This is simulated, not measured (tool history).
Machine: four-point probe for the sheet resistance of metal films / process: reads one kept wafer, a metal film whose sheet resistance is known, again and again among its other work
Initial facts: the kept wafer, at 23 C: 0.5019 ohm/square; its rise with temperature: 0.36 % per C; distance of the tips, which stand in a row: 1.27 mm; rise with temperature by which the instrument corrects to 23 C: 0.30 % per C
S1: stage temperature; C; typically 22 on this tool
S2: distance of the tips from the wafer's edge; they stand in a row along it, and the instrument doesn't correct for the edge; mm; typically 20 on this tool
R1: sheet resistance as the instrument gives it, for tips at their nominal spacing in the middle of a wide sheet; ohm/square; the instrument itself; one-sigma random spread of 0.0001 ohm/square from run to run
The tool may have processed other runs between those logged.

run	hour	S1	S2	R1
1	0.0	22	20	0.502491
2	14.7	22	20	0.502636
3	29.5	22	20	0.502537
4	48.7	22	20	0.502640
5	57.9	22	20	0.502653
6	69.4	22	20	0.502679
7	87.1	22	20	0.502580
8	97.9	22	53	0.501763
9	109.0	22	53	0.501702
10	126.4	22	53	0.501744
11	138.7	22	53	0.501779
12	152.2	22	20	0.502813
13	168.8	22	20	0.502734
14	189.4	23	20	0.502885
15	205.1	23	20	0.502874
16	220.1	24	20	0.503216
17	236.4	20	20	0.502112
18	250.0	20	20	0.501929
19	261.4	20	20	0.502115
20	276.7	20	20	0.502138
21	291.5	22	56	0.501793
22	308.2	22	19	0.502876
23	324.9	22	7	0.510406
24	335.3	28	4	0.529328
25	351.9	28	49	0.503660
26	361.7	29	6	0.515489
27	374.8	29	6	0.515641
28	394.7	27	4	0.528821
29	411.0	27	8	0.509927
30	422.2	25	47	0.502655
31	442.4	25	6	0.514313
32	453.8	25	6	0.514380
33	463.7	25	6	0.514450
34	484.4	25	6	0.514303
35	493.8	20	41	0.501378
36	513.3	20	23	0.501760
37	523.8	33	6	0.516873
38	544.4	33	6	0.516799
39	561.2	33	6	0.516826
40	577.0	28	25	0.504070
41	587.3	23	56	0.502193
42	606.8	33	35	0.505258
43	626.3	33	35	0.505227
44	646.5	33	35	0.505204

Predict each of these 5 candidate next runs independently; none follows another, all start after run 44:
A	659.5	32	7	?
B	659.5	29	8	?
C	659.5	33	54	?
D	659.5	23	8	?
E	659.5	20	3	?

run	R1
A	0.513466
B	0.510618
C	0.504849
D	0.508366
E	0.544583
The same runs, with their run-to-run variation unchanged, on a tool lacking any hidden condition would have given:
run	R1
A	0.513454
B	0.510607
C	0.504838
D	0.508355
E	0.544570

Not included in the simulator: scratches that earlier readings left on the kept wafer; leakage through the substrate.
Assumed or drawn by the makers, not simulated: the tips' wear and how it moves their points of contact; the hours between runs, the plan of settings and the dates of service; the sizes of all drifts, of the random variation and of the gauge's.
